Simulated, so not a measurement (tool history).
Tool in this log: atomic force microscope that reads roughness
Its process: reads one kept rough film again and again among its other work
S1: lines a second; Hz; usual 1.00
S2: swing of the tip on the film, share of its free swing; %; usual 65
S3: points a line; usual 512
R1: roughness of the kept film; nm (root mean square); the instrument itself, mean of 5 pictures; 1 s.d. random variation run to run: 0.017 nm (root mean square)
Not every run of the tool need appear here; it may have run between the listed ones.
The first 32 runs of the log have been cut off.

| run | hour | S1 | S2 | S3 | R1 |
|---|---|---|---|---|---|
|  | 1695.2 | new tip fitted |
| 33 | 1703.1 | 1.00 | 57 | 640 | 4.129 |
| 34 | 1777.3 | 3.00 | 65 | 512 | 3.427 |
| 35 | 1847.1 | 3.00 | 65 | 512 | 3.146 |
| 36 | 1913.9 | 1.32 | 82 | 918 | 2.855 |
|  | 1948.1 | new tip fitted |
| 37 | 1954.6 | 2.26 | 65 | 948 | 3.776 |
| 38 | 2007.5 | 0.57 | 73 | 338 | 3.720 |
| 39 | 2056.2 | 0.82 | 72 | 391 | 3.503 |
| 40 | 2121.8 | 1.11 | 66 | 582 | 3.242 |
| 41 | 2157.4 | 1.11 | 66 | 582 | 3.134 |
|  | 2198.8 | new tip fitted |
| 42 | 2226.2 | 1.25 | 60 | 699 | 3.946 |
| 43 | 2263.9 | 1.25 | 60 | 699 | 3.755 |
| 44 | 2299.2 | 1.00 | 88 | 396 | 3.252 |
| 45 | 2344.5 | 0.82 | 69 | 287 | 3.385 |
| 46 | 2392.3 | 1.92 | 61 | 624 | 3.163 |
|  | 2447.7 | new tip fitted |
| 47 | 2460.8 | 1.52 | 76 | 524 | 3.700 |
| 48 | 2538.4 | 1.52 | 76 | 524 | 3.318 |
| 49 | 2580.6 | 1.00 | 65 | 271 | 3.431 |
| 50 | 2635.4 | 1.00 | 65 | 271 | 3.212 |
|  | 2698.9 | new tip fitted |
| 51 | 2709.3 | 1.00 | 71 | 704 | 3.992 |

Here are 3 independent what-if runs from the current tool condition. What would each one return?
| A | 2765.9 | 1.00 | 65 | 535 | ? |
| B | 2765.9 | 0.55 | 65 | 512 | ? |
| C | 2765.9 | 1.00 | 74 | 704 | ? |

| run | R1 |
|---|---|
| A | 3.757 |
| B | 3.837 |
| C | 3.675 |
With no hidden state in the tool, these same runs would have given:
| run | R1 |
|---|---|
| A | 4.089 |
| B | 4.176 |
| C | 4.000 |

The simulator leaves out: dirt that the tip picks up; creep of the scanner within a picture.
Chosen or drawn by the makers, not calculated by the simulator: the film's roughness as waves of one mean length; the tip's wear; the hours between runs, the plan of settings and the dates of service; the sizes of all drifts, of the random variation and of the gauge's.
